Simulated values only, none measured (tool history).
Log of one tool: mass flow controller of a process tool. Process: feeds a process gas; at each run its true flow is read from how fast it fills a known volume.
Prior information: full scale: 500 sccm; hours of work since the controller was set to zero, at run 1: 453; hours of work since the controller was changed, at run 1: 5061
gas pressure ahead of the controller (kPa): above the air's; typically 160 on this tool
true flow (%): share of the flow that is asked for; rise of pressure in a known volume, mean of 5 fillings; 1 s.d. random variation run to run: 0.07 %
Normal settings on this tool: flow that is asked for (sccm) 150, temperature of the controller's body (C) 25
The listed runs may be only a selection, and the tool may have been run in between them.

run    hour  flow that is asked for (sccm)  gas pressure ahead of the controller (kPa)  temperature of the controller's body (C)  hours of work since the controller was set to zero  hours of work since the controller was changed  true flow (%)
  1     0.0                            150                                         160                                        25                                                 453                                            5061          98.25
  2   148.9                            150                                         185                                        25                                                 569                                            5177          98.07
  3   338.5                            108                                         185                                        25                                                 717                                            5325          97.89
  4   531.0                            108                                         185                                        25                                                 867                                            5475          97.88
  5   707.8                            150                                         160                                        25                                                1004                                            5612          98.33
  6   856.9                            150                                         170                                        25                                                1121                                            5729          98.19
  7  1077.0                            150                                         170                                        25                                                1292                                            5900          98.19
  8  1292.0                             53                                         160                                        25                                                1460                                            6068          97.74
  9  1424.6                             53                                         160                                        25                                                1563                                            6171          97.72
 10  1638.1                            150                                         145                                        25                                                1730                                            6338          98.46
 11  1865.9                            150                                         160                                        25                                                1907                                            6515          98.63
 12  2061.9                            150                                         160                                        25                                                2060                                            6668          98.42
 13  2199.9                            150                                         160                                        25                                                2167                                            6775          98.40
 14  2408.3                            150                                         260                                        25                                                2330                                            6938          97.85
 15  2582.0                            218                                         170                                        28                                                2465                                            7073          99.12
 16  2717.8                            275                                         177                                        25                                                2571                                            7179          99.10
 17  2844.4                            275                                         177                                        25                                                2670                                            7278          99.08
 18  3041.0                            275                                         177                                        25                                                2823                                            7431          99.15
 19  3201.4                             91                                         226                                        25                                                2948                                            7556          97.82
 20  3422.3                            229                                         265                                        33                                                3120                                            7728          98.93
 21  3581.1                            437                                         220                                        23                                                3244                                            7852          99.82
 22  3738.2                            303                                         279                                        36                                                3366                                            7974          99.49
 23  3955.6                            303                                         279                                        36                                                3536                                            8144          99.66

Consider 3 possible next runs. They are alternatives, not a sequence: every one starts from the tool as it was left by run 23. What does each give?
  A  4104.5                            100                                         279                                        25                                                3652                                            8260              ?
  B  4104.5                            133                                         160                                        36                                                3652                                            8260              ?
  C  4104.5                            299                                         174                                        36                                                3652                                            8260              ?

run  true flow (%)
  A          97.62
  B          99.39
  C         100.25
The same runs, with their run-to-run variation unchanged, on a tool lacking any hidden condition would have given:
run  true flow (%)
  A          97.18
  B          98.95
  C          99.81

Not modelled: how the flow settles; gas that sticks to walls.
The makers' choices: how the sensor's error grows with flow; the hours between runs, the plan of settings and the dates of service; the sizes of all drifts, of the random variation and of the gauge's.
